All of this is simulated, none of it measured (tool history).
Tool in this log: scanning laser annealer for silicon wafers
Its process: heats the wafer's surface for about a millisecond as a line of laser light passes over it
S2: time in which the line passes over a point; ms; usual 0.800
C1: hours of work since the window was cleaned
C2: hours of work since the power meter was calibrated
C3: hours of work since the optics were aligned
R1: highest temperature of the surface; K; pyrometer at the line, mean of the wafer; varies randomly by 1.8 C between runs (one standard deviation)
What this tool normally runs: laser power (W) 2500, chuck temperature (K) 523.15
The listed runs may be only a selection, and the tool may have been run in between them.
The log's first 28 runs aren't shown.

run 29 hour=382.5 | laser_power_(W)=2260 S2=0.994 chuck_temperature_(K)=509.15 | C1=296 C2=292 C3=73 | R1=1345.15
run 30 hour=396.4 | laser_power_(W)=2397 S2=0.600 chuck_temperature_(K)=528.15 | C1=306 C2=303 C3=83 | R1=1222.15
run 31 hour=405.5 | laser_power_(W)=2324 S2=0.800 chuck_temperature_(K)=523.15 | C1=313 C2=309 C3=90 | R1=1298.15
run 32 hour=422.3 | laser_power_(W)=2256 S2=0.594 chuck_temperature_(K)=558.15 | C1=325 C2=322 C3=102 | R1=1208.15
run 33 hour=434.4 | laser_power_(W)=2256 S2=0.594 chuck_temperature_(K)=558.15 | C1=334 C2=331 C3=111 | R1=1210.15
run 34 hour=450.4 | laser_power_(W)=2188 S2=0.888 chuck_temperature_(K)=510.15 | C1=346 C2=343 C3=123 | R1=1277.15
run 35 hour=465.3 | laser_power_(W)=2188 S2=0.888 chuck_temperature_(K)=510.15 | C1=357 C2=354 C3=134 | R1=1280.15
run 36 hour=478.8 | laser_power_(W)=2188 S2=0.888 chuck_temperature_(K)=510.15 | C1=367 C2=364 C3=144 | R1=1278.15
run 37 hour=496.2 | laser_power_(W)=2188 S2=0.888 chuck_temperature_(K)=494.15 | C1=380 C2=377 C3=157 | R1=1262.15
-- hour=504.4 window over the wafer cleaned
run 38 hour=517.2 | laser_power_(W)=2188 S2=0.888 chuck_temperature_(K)=494.15 | C1=9 C2=391 C3=171 | R1=1261.15
run 39 hour=533.4 | laser_power_(W)=2500 S2=0.661 chuck_temperature_(K)=496.15 | C1=22 C2=403 C3=183 | R1=1253.15
run 40 hour=547.3 | laser_power_(W)=2500 S2=0.661 chuck_temperature_(K)=496.15 | C1=32 C2=413 C3=194 | R1=1254.15
run 41 hour=562.8 | laser_power_(W)=2185 S2=0.567 chuck_temperature_(K)=499.15 | C1=43 C2=425 C3=205 | R1=1116.15
run 42 hour=573.0 | laser_power_(W)=2410 S2=0.804 chuck_temperature_(K)=526.15 | C1=51 C2=432 C3=213 | R1=1329.15

Here are 3 independent what-if runs from the current tool condition. What would each one return?
run A hour=585.7 | laser_power_(W)=2423 S2=0.728 chuck_temperature_(K)=512.15 | C1=60 C2=442 C3=222 | R1=?
run B hour=585.7 | laser_power_(W)=2373 S2=0.800 chuck_temperature_(K)=542.15 | C1=60 C2=442 C3=222 | R1=?
run C hour=585.7 | laser_power_(W)=2259 S2=0.631 chuck_temperature_(K)=511.15 | C1=60 C2=442 C3=222 | R1=?

run=A R1=1278.15
run=B R1=1334.15
run=C R1=1181.15
Had the tool no hidden state, the same runs would have come out as:
run=A R1=1278.15
run=B R1=1334.15
run=C R1=1181.15

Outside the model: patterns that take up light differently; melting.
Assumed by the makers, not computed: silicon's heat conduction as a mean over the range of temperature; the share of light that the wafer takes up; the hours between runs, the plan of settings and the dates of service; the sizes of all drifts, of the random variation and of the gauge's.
